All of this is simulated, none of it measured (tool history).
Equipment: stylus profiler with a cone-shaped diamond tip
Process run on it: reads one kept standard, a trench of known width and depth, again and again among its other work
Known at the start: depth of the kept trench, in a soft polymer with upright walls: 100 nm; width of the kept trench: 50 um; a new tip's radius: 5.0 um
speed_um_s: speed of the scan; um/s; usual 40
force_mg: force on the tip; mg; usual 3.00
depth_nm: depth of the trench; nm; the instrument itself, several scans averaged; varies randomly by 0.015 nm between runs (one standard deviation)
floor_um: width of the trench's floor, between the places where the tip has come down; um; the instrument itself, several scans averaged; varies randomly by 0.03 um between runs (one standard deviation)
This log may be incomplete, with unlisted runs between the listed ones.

run 1 day=0.000 | speed_um_s=40 force_mg=3.00 | depth_nm=101.04 floor_um=47.78
run 2 day=3.288 | speed_um_s=40 force_mg=3.00 | depth_nm=101.04 floor_um=47.78
run 3 day=7.021 | speed_um_s=40 force_mg=3.00 | depth_nm=101.02 floor_um=47.79
run 4 day=12.362 | speed_um_s=40 force_mg=3.00 | depth_nm=101.05 floor_um=47.77
run 5 day=17.742 | speed_um_s=40 force_mg=3.00 | depth_nm=101.03 floor_um=47.82
run 6 day=21.958 | speed_um_s=79 force_mg=3.00 | depth_nm=101.02 floor_um=47.64
run 7 day=26.517 | speed_um_s=79 force_mg=3.00 | depth_nm=101.04 floor_um=47.57
-- day=27.871 new tip fitted, height scale calibrated
run 8 day=31.517 | speed_um_s=79 force_mg=3.00 | depth_nm=101.04 floor_um=47.63
run 9 day=36.754 | speed_um_s=79 force_mg=3.00 | depth_nm=101.04 floor_um=47.62
run 10 day=41.067 | speed_um_s=11 force_mg=3.00 | depth_nm=101.01 floor_um=47.95
run 11 day=44.488 | speed_um_s=40 force_mg=1.16 | depth_nm=100.54 floor_um=47.70
run 12 day=48.767 | speed_um_s=40 force_mg=1.14 | depth_nm=100.58 floor_um=47.69
run 13 day=53.492 | speed_um_s=40 force_mg=1.14 | depth_nm=100.52 floor_um=47.71
run 14 day=55.888 | speed_um_s=40 force_mg=1.14 | depth_nm=100.54 floor_um=47.63
run 15 day=58.508 | speed_um_s=40 force_mg=3.09 | depth_nm=101.04 floor_um=47.82
run 16 day=61.433 | speed_um_s=40 force_mg=3.00 | depth_nm=101.03 floor_um=47.83
run 17 day=64.408 | speed_um_s=40 force_mg=3.00 | depth_nm=101.02 floor_um=47.81
run 18 day=69.708 | speed_um_s=64 force_mg=8.52 | depth_nm=102.07 floor_um=47.90
run 19 day=72.367 | speed_um_s=64 force_mg=8.52 | depth_nm=102.08 floor_um=47.84
run 20 day=75.767 | speed_um_s=87 force_mg=3.10 | depth_nm=101.06 floor_um=47.64
run 21 day=80.979 | speed_um_s=32 force_mg=4.60 | depth_nm=101.37 floor_um=47.87
run 22 day=84.033 | speed_um_s=29 force_mg=1.81 | depth_nm=100.73 floor_um=47.83
run 23 day=86.833 | speed_um_s=29 force_mg=1.81 | depth_nm=100.73 floor_um=47.88
run 24 day=89.083 | speed_um_s=87 force_mg=1.30 | depth_nm=100.58 floor_um=47.38
run 25 day=91.971 | speed_um_s=40 force_mg=1.96 | depth_nm=100.77 floor_um=47.81
run 26 day=96.058 | speed_um_s=13 force_mg=1.30 | depth_nm=100.58 floor_um=47.94
run 27 day=98.675 | speed_um_s=17 force_mg=4.58 | depth_nm=101.35 floor_um=47.94
run 28 day=101.462 | speed_um_s=11 force_mg=4.58 | depth_nm=101.36 floor_um=47.91
run 29 day=103.883 | speed_um_s=11 force_mg=4.58 | depth_nm=101.34 floor_um=47.93
run 30 day=109.296 | speed_um_s=27 force_mg=7.38 | depth_nm=101.87 floor_um=47.92
run 31 day=111.588 | speed_um_s=51 force_mg=1.89 | depth_nm=100.75 floor_um=47.70
run 32 day=115.025 | speed_um_s=95 force_mg=1.64 | depth_nm=100.71 floor_um=47.39
run 33 day=119.879 | speed_um_s=95 force_mg=1.64 | depth_nm=100.68 floor_um=47.38

Alternative continuations, all from the tool just after run 33; predict every row:
run A day=123.779 | speed_um_s=13 force_mg=7.60 | depth_nm=? floor_um=?
run B day=123.779 | speed_um_s=36 force_mg=1.82 | depth_nm=? floor_um=?
run C day=123.779 | speed_um_s=40 force_mg=6.76 | depth_nm=? floor_um=?
run D day=123.779 | speed_um_s=130 force_mg=1.87 | depth_nm=? floor_um=?
run E day=123.779 | speed_um_s=79 force_mg=1.64 | depth_nm=? floor_um=?

run=A depth_nm=101.91 floor_um=47.96
run=B depth_nm=100.73 floor_um=47.77
run=C depth_nm=101.78 floor_um=47.86
run=D depth_nm=100.74 floor_um=47.28
run=E depth_nm=100.70 floor_um=47.44
Had the tool no hidden state, the same runs would have come out as:
run=A depth_nm=101.92 floor_um=47.97
run=B depth_nm=100.74 floor_um=47.78
run=C depth_nm=101.78 floor_um=47.87
run=D depth_nm=100.75 floor_um=47.29
run=E depth_nm=100.71 floor_um=47.45
